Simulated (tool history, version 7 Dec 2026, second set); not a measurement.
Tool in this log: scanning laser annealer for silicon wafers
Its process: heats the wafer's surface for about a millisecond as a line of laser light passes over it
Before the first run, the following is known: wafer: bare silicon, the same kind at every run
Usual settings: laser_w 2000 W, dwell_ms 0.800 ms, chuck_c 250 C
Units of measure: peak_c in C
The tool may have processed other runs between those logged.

run 1 hour=0.0 | laser_w=2000 dwell_ms=0.800 chuck_c=250 | peak_c=931
run 2 hour=33.2 | laser_w=2000 dwell_ms=0.657 chuck_c=250 | peak_c=861
run 3 hour=96.0 | laser_w=2000 dwell_ms=0.657 chuck_c=250 | peak_c=858
run 4 hour=145.8 | laser_w=2000 dwell_ms=0.657 chuck_c=250 | peak_c=859
-- hour=207.5 optics aligned, line set to its width
run 5 hour=217.9 | laser_w=2000 dwell_ms=0.657 chuck_c=250 | peak_c=843
run 6 hour=257.2 | laser_w=2000 dwell_ms=0.657 chuck_c=250 | peak_c=840
-- hour=263.8 window over the wafer cleaned
run 7 hour=314.0 | laser_w=2000 dwell_ms=0.800 chuck_c=268 | peak_c=949
run 8 hour=373.8 | laser_w=2000 dwell_ms=0.800 chuck_c=268 | peak_c=947
run 9 hour=446.3 | laser_w=2194 dwell_ms=0.800 chuck_c=235 | peak_c=997

What will run 10 give?
run 10 hour=482.7 | laser_w=1900 dwell_ms=0.800 chuck_c=250 | peak_c=?

peak_c: 883 C
Had the tool carried no hidden state, the very same run would have given peak_c 935 C.
